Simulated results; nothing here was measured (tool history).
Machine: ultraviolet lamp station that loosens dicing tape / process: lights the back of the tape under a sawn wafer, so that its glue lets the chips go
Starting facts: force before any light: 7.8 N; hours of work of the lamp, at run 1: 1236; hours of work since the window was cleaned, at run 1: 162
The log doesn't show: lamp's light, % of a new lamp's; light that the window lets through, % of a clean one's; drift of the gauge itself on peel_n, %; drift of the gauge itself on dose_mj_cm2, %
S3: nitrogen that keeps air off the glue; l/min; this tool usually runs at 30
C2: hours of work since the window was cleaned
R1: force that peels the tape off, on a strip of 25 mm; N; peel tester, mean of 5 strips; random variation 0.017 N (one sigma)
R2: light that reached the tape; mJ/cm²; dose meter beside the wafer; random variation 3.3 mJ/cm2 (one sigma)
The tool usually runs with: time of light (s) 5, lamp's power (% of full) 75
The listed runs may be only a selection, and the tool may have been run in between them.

{"run": 1, "hour": 0.0, "time of light (s)": 5, "lamp's power (% of full)": 75, "S3": 30, "hours of work of the lamp": 1236, "C2": 162, "R1": 1.408, "R2": 400}
{"run": 2, "hour": 48.0, "time of light (s)": 5, "lamp's power (% of full)": 92, "S3": 30, "hours of work of the lamp": 1265, "C2": 191, "R1": 1.069, "R2": 484}
{"run": 3, "hour": 80.6, "time of light (s)": 5, "lamp's power (% of full)": 92, "S3": 30, "hours of work of the lamp": 1285, "C2": 211, "R1": 1.047, "R2": 476}
{"run": 4, "hour": 111.7, "time of light (s)": 5, "lamp's power (% of full)": 75, "S3": 55, "hours of work of the lamp": 1304, "C2": 229, "R1": 1.227, "R2": 386}
{"run": 5, "hour": 151.6, "time of light (s)": 5, "lamp's power (% of full)": 75, "S3": 55, "hours of work of the lamp": 1328, "C2": 253, "R1": 1.307, "R2": 373}
{"run": 6, "hour": 189.6, "time of light (s)": 5, "lamp's power (% of full)": 75, "S3": 30, "hours of work of the lamp": 1350, "C2": 276, "R1": 1.579, "R2": 365}
{"hour": 206.1, "done": "window cleaned of glue's vapour"}
{"run": 7, "hour": 227.3, "time of light (s)": 5, "lamp's power (% of full)": 75, "S3": 30, "hours of work of the lamp": 1373, "C2": 13, "R1": 1.291, "R2": 421}
{"run": 8, "hour": 252.8, "time of light (s)": 5, "lamp's power (% of full)": 75, "S3": 30, "hours of work of the lamp": 1388, "C2": 28, "R1": 1.326, "R2": 419}
{"run": 9, "hour": 276.7, "time of light (s)": 5, "lamp's power (% of full)": 75, "S3": 30, "hours of work of the lamp": 1402, "C2": 42, "R1": 1.387, "R2": 415}
{"run": 10, "hour": 303.0, "time of light (s)": 5, "lamp's power (% of full)": 75, "S3": 30, "hours of work of the lamp": 1418, "C2": 58, "R1": 1.391, "R2": 413}
{"run": 11, "hour": 336.0, "time of light (s)": 5, "lamp's power (% of full)": 75, "S3": 30, "hours of work of the lamp": 1438, "C2": 78, "R1": 1.394, "R2": 408}
{"run": 12, "hour": 385.0, "time of light (s)": 5, "lamp's power (% of full)": 75, "S3": 15, "hours of work of the lamp": 1467, "C2": 107, "R1": 1.94, "R2": 395}
{"run": 13, "hour": 406.9, "time of light (s)": 5, "lamp's power (% of full)": 75, "S3": 14, "hours of work of the lamp": 1481, "C2": 121, "R1": 1.978, "R2": 391}
{"run": 14, "hour": 429.7, "time of light (s)": 5, "lamp's power (% of full)": 75, "S3": 14, "hours of work of the lamp": 1494, "C2": 134, "R1": 2.028, "R2": 385}
{"run": 15, "hour": 465.2, "time of light (s)": 5, "lamp's power (% of full)": 75, "S3": 14, "hours of work of the lamp": 1516, "C2": 156, "R1": 2.049, "R2": 380}
{"run": 16, "hour": 516.0, "time of light (s)": 5, "lamp's power (% of full)": 75, "S3": 14, "hours of work of the lamp": 1546, "C2": 186, "R1": 2.072, "R2": 376}
{"run": 17, "hour": 556.3, "time of light (s)": 5, "lamp's power (% of full)": 75, "S3": 14, "hours of work of the lamp": 1570, "C2": 210, "R1": 2.249, "R2": 365}
{"run": 18, "hour": 604.0, "time of light (s)": 5, "lamp's power (% of full)": 75, "S3": 30, "hours of work of the lamp": 1599, "C2": 239, "R1": 1.765, "R2": 350}
{"run": 19, "hour": 640.9, "time of light (s)": 2, "lamp's power (% of full)": 75, "S3": 30, "hours of work of the lamp": 1621, "C2": 261, "R1": 4.369, "R2": 138}
{"hour": 684.0, "done": "window cleaned of glue's vapour"}
{"run": 20, "hour": 684.0, "time of light (s)": 2, "lamp's power (% of full)": 71, "S3": 30, "hours of work of the lamp": 1647, "C2": 0, "R1": 4.013, "R2": 152}
{"run": 21, "hour": 722.9, "time of light (s)": 7, "lamp's power (% of full)": 75, "S3": 30, "hours of work of the lamp": 1670, "C2": 23, "R1": 0.764, "R2": 556}
{"run": 22, "hour": 747.2, "time of light (s)": 3, "lamp's power (% of full)": 75, "S3": 13, "hours of work of the lamp": 1685, "C2": 38, "R1": 3.357, "R2": 237}
{"run": 23, "hour": 784.2, "time of light (s)": 3, "lamp's power (% of full)": 85, "S3": 28, "hours of work of the lamp": 1707, "C2": 60, "R1": 2.654, "R2": 261}
{"run": 24, "hour": 818.6, "time of light (s)": 3, "lamp's power (% of full)": 85, "S3": 28, "hours of work of the lamp": 1727, "C2": 81, "R1": 2.684, "R2": 256}
{"run": 25, "hour": 854.2, "time of light (s)": 3, "lamp's power (% of full)": 85, "S3": 28, "hours of work of the lamp": 1749, "C2": 102, "R1": 2.624, "R2": 256}
{"run": 26, "hour": 900.5, "time of light (s)": 7, "lamp's power (% of full)": 80, "S3": 21, "hours of work of the lamp": 1777, "C2": 130, "R1": 0.961, "R2": 549}
{"run": 27, "hour": 945.5, "time of light (s)": 8, "lamp's power (% of full)": 92, "S3": 19, "hours of work of the lamp": 1804, "C2": 157, "R1": 0.581, "R2": 696}
{"run": 28, "hour": 973.4, "time of light (s)": 5, "lamp's power (% of full)": 92, "S3": 10, "hours of work of the lamp": 1820, "C2": 174, "R1": 1.891, "R2": 430}
{"run": 29, "hour": 1005.9, "time of light (s)": 3, "lamp's power (% of full)": 75, "S3": 41, "hours of work of the lamp": 1840, "C2": 193, "R1": 2.919, "R2": 212}
{"hour": 1019.3, "done": "lamp changed"}
{"run": 30, "hour": 1044.0, "time of light (s)": 3, "lamp's power (% of full)": 75, "S3": 41, "hours of work of the lamp": 15, "C2": 216, "R1": 2.22, "R2": 282}
{"run": 31, "hour": 1081.5, "time of light (s)": 4, "lamp's power (% of full)": 68, "S3": 50, "hours of work of the lamp": 37, "C2": 238, "R1": 1.605, "R2": 337}
{"run": 32, "hour": 1128.3, "time of light (s)": 5, "lamp's power (% of full)": 93, "S3": 23, "hours of work of the lamp": 65, "C2": 266, "R1": 0.865, "R2": 557}
{"run": 33, "hour": 1152.1, "time of light (s)": 5, "lamp's power (% of full)": 93, "S3": 23, "hours of work of the lamp": 80, "C2": 280, "R1": 0.894, "R2": 549}
{"hour": 1162.8, "done": "window cleaned of glue's vapour"}
{"run": 34, "hour": 1200.8, "time of light (s)": 5, "lamp's power (% of full)": 89, "S3": 15, "hours of work of the lamp": 109, "C2": 23, "R1": 0.908, "R2": 607}
{"run": 35, "hour": 1226.3, "time of light (s)": 8, "lamp's power (% of full)": 99, "S3": 11, "hours of work of the lamp": 124, "C2": 38, "R1": 0.294, "R2": 1078}
{"run": 36, "hour": 1263.9, "time of light (s)": 8, "lamp's power (% of full)": 66, "S3": 26, "hours of work of the lamp": 147, "C2": 61, "R1": 0.463, "R2": 696}
{"run": 37, "hour": 1303.7, "time of light (s)": 5, "lamp's power (% of full)": 79, "S3": 13, "hours of work of the lamp": 170, "C2": 85, "R1": 1.399, "R2": 518}
{"run": 38, "hour": 1324.7, "time of light (s)": 5, "lamp's power (% of full)": 79, "S3": 13, "hours of work of the lamp": 183, "C2": 97, "R1": 1.389, "R2": 514}
{"run": 39, "hour": 1367.9, "time of light (s)": 5, "lamp's power (% of full)": 79, "S3": 13, "hours of work of the lamp": 209, "C2": 123, "R1": 1.409, "R2": 505}
{"run": 40, "hour": 1398.6, "time of light (s)": 5, "lamp's power (% of full)": 79, "S3": 13, "hours of work of the lamp": 227, "C2": 142, "R1": 1.479, "R2": 503}
{"run": 41, "hour": 1430.4, "time of light (s)": 2, "lamp's power (% of full)": 62, "S3": 28, "hours of work of the lamp": 247, "C2": 161, "R1": 4.031, "R2": 156}

Here are 3 independent what-if runs from the current tool condition. What would each one return?
{"run": "A", "hour": 1480.3, "time of light (s)": 9, "lamp's power (% of full)": 71, "S3": 30, "hours of work of the lamp": 277, "C2": 191, "R1": "?", "R2": "?"}
{"run": "B", "hour": 1480.3, "time of light (s)": 3, "lamp's power (% of full)": 79, "S3": 16, "hours of work of the lamp": 277, "C2": 191, "R1": "?", "R2": "?"}
{"run": "C", "hour": 1480.3, "time of light (s)": 6, "lamp's power (% of full)": 66, "S3": 30, "hours of work of the lamp": 277, "C2": 191, "R1": "?", "R2": "?"}

run=A R1=0.339 R2=774
run=B R1=2.728 R2=290
run=C R1=1.058 R2=484
Without the tool's hidden state the same runs would have given:
run=A R1=0.223 R2=908
run=B R1=2.279 R2=340
run=C R1=0.760 R2=568
